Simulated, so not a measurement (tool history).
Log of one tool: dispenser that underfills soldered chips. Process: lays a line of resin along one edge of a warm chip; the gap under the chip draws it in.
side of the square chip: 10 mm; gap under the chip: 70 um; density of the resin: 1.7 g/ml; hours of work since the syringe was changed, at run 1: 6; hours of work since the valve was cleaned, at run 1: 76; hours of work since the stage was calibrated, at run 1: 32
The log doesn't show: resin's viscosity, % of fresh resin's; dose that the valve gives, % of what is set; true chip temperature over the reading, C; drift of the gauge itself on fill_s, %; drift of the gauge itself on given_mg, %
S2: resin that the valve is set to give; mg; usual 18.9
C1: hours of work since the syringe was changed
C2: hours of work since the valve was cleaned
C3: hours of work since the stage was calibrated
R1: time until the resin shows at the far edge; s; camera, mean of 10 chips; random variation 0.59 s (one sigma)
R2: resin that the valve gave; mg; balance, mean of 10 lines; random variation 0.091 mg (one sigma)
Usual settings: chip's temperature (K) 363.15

{"run": 1, "hour": 0.0, "chip's temperature (K)": 363.15, "S2": 18.9, "C1": 6, "C2": 76, "C3": 32, "R1": 85.3, "R2": 18.21}
{"hour": 2.7, "done": "new syringe of resin"}
{"run": 2, "hour": 3.8, "chip's temperature (K)": 363.15, "S2": 18.9, "C1": 1, "C2": 79, "C3": 35, "R1": 53.8, "R2": 18.13}
{"run": 3, "hour": 11.7, "chip's temperature (K)": 363.15, "S2": 23.5, "C1": 6, "C2": 84, "C3": 40, "R1": 85.5, "R2": 22.46}
{"hour": 13.8, "done": "new syringe of resin"}
{"run": 4, "hour": 15.5, "chip's temperature (K)": 363.15, "S2": 23.5, "C1": 1, "C2": 87, "C3": 43, "R1": 54.1, "R2": 22.41}
{"hour": 18.7, "done": "dispensing valve cleaned and set on the balance"}
{"run": 5, "hour": 24.1, "chip's temperature (K)": 363.15, "S2": 23.5, "C1": 7, "C2": 4, "C3": 48, "R1": 87, "R2": 23.47}
{"hour": 26.0, "done": "new syringe of resin"}
{"run": 6, "hour": 31.2, "chip's temperature (K)": 363.15, "S2": 18.9, "C1": 4, "C2": 9, "C3": 53, "R1": 67, "R2": 18.77}
{"hour": 37.4, "done": "new syringe of resin"}
{"run": 7, "hour": 37.4, "chip's temperature (K)": 363.15, "S2": 18.9, "C1": 0, "C2": 13, "C3": 57, "R1": 49.5, "R2": 18.68}
{"run": 8, "hour": 41.4, "chip's temperature (K)": 363.15, "S2": 18.9, "C1": 3, "C2": 16, "C3": 60, "R1": 62.8, "R2": 18.9}
{"hour": 48.4, "done": "new syringe of resin"}
{"run": 9, "hour": 48.9, "chip's temperature (K)": 363.15, "S2": 18.9, "C1": 0, "C2": 21, "C3": 65, "R1": 50.9, "R2": 18.74}
{"run": 10, "hour": 52.9, "chip's temperature (K)": 363.15, "S2": 18.9, "C1": 3, "C2": 24, "C3": 68, "R1": 64.8, "R2": 18.5}
{"run": 11, "hour": 57.5, "chip's temperature (K)": 363.15, "S2": 18.9, "C1": 6, "C2": 27, "C3": 72, "R1": 87.4, "R2": 18.72}
{"hour": 59.4, "done": "new syringe of resin"}
{"run": 12, "hour": 61.9, "chip's temperature (K)": 363.15, "S2": 18.9, "C1": 2, "C2": 30, "C3": 74, "R1": 58.7, "R2": 18.64}
{"hour": 70.3, "done": "new syringe of resin"}
{"run": 13, "hour": 70.3, "chip's temperature (K)": 363.15, "S2": 18.9, "C1": 0, "C2": 36, "C3": 80, "R1": 50, "R2": 18.49}
{"run": 14, "hour": 75.1, "chip's temperature (K)": 363.15, "S2": 18.9, "C1": 3, "C2": 39, "C3": 84, "R1": 67.3, "R2": 18.53}
{"hour": 81.8, "done": "new syringe of resin"}
{"run": 15, "hour": 83.7, "chip's temperature (K)": 363.15, "S2": 17.7, "C1": 1, "C2": 45, "C3": 89, "R1": 55.6, "R2": 17.33}
{"run": 16, "hour": 89.7, "chip's temperature (K)": 363.15, "S2": 19, "C1": 6, "C2": 49, "C3": 94, "R1": 80.1, "R2": 18.5}
{"hour": 92.7, "done": "new syringe of resin"}
{"run": 17, "hour": 97.3, "chip's temperature (K)": 363.15, "S2": 18.9, "C1": 3, "C2": 54, "C3": 99, "R1": 64, "R2": 18.38}
{"hour": 103.8, "done": "new syringe of resin"}
{"run": 18, "hour": 103.8, "chip's temperature (K)": 373.15, "S2": 23.7, "C1": 0, "C2": 59, "C3": 103, "R1": 31.9, "R2": 23.01}
{"run": 19, "hour": 108.2, "chip's temperature (K)": 351.15, "S2": 18.9, "C1": 3, "C2": 62, "C3": 106, "R1": 109.7, "R2": 18.23}
{"run": 20, "hour": 112.1, "chip's temperature (K)": 351.15, "S2": 18.9, "C1": 6, "C2": 65, "C3": 109, "R1": 138, "R2": 18.22}
{"hour": 114.8, "done": "new syringe of resin"}
{"run": 21, "hour": 117.1, "chip's temperature (K)": 374.15, "S2": 17.8, "C1": 2, "C2": 68, "C3": 113, "R1": 35.8, "R2": 17.29}
{"run": 22, "hour": 122.8, "chip's temperature (K)": 378.15, "S2": 17, "C1": 6, "C2": 72, "C3": 117, "R1": 45, "R2": 16.35}
{"hour": 126.2, "done": "new syringe of resin"}
{"run": 23, "hour": 130.2, "chip's temperature (K)": 363.15, "S2": 23, "C1": 3, "C2": 77, "C3": 122, "R1": 61, "R2": 21.97}
{"run": 24, "hour": 134.6, "chip's temperature (K)": 363.15, "S2": 23, "C1": 6, "C2": 80, "C3": 125, "R1": 79.5, "R2": 21.94}
{"hour": 137.3, "done": "new syringe of resin"}
{"run": 25, "hour": 141.8, "chip's temperature (K)": 370.15, "S2": 21.3, "C1": 3, "C2": 85, "C3": 130, "R1": 48, "R2": 20.37}
{"run": 26, "hour": 145.4, "chip's temperature (K)": 369.15, "S2": 17.9, "C1": 6, "C2": 88, "C3": 132, "R1": 62.5, "R2": 17}
{"hour": 147.1, "done": "dispensing valve cleaned and set on the balance"}
{"hour": 149.5, "done": "new syringe of resin"}
{"run": 27, "hour": 153.6, "chip's temperature (K)": 369.15, "S2": 17.9, "C1": 3, "C2": 4, "C3": 137, "R1": 50.4, "R2": 17.96}
{"run": 28, "hour": 157.3, "chip's temperature (K)": 349.15, "S2": 22.7, "C1": 6, "C2": 7, "C3": 140, "R1": 143.4, "R2": 22.47}
{"hour": 160.7, "done": "new syringe of resin"}
{"run": 29, "hour": 165.6, "chip's temperature (K)": 351.15, "S2": 24.1, "C1": 4, "C2": 13, "C3": 146, "R1": 110, "R2": 23.79}
{"run": 30, "hour": 169.7, "chip's temperature (K)": 370.15, "S2": 17.2, "C1": 6, "C2": 16, "C3": 148, "R1": 63.8, "R2": 17.15}
{"hour": 171.9, "done": "new syringe of resin"}
{"run": 31, "hour": 174.9, "chip's temperature (K)": 361.15, "S2": 21.1, "C1": 2, "C2": 19, "C3": 152, "R1": 64.2, "R2": 20.91}
{"run": 32, "hour": 180.3, "chip's temperature (K)": 374.15, "S2": 20.5, "C1": 6, "C2": 23, "C3": 156, "R1": 52.9, "R2": 20.14}
{"hour": 182.9, "done": "new syringe of resin"}
{"run": 33, "hour": 184.1, "chip's temperature (K)": 355.15, "S2": 21.3, "C1": 1, "C2": 25, "C3": 158, "R1": 72.1, "R2": 21.07}

4 ways to go on from here, each from the tool as it stands after run 33. What would each give?
{"run": "A", "hour": 191.1, "chip's temperature (K)": 362.15, "S2": 19.1, "C1": 6, "C2": 30, "C3": 163, "R1": "?", "R2": "?"}
{"run": "B", "hour": 191.1, "chip's temperature (K)": 350.15, "S2": 18, "C1": 6, "C2": 30, "C3": 163, "R1": "?", "R2": "?"}
{"run": "C", "hour": 191.1, "chip's temperature (K)": 375.15, "S2": 20.9, "C1": 6, "C2": 30, "C3": 163, "R1": "?", "R2": "?"}
{"run": "D", "hour": 191.1, "chip's temperature (K)": 366.15, "S2": 18.4, "C1": 6, "C2": 30, "C3": 163, "R1": "?", "R2": "?"}

run=A R1=84.6 R2=18.55
run=B R1=141.6 R2=17.63
run=C R1=48.5 R2=20.58
run=D R1=71.3 R2=18.01
Without the tool's hidden state the same runs would have given:
run=A R1=53.3 R2=18.89
run=B R1=89.4 R2=17.95
run=C R1=30.5 R2=20.95
run=D R1=44.9 R2=18.33
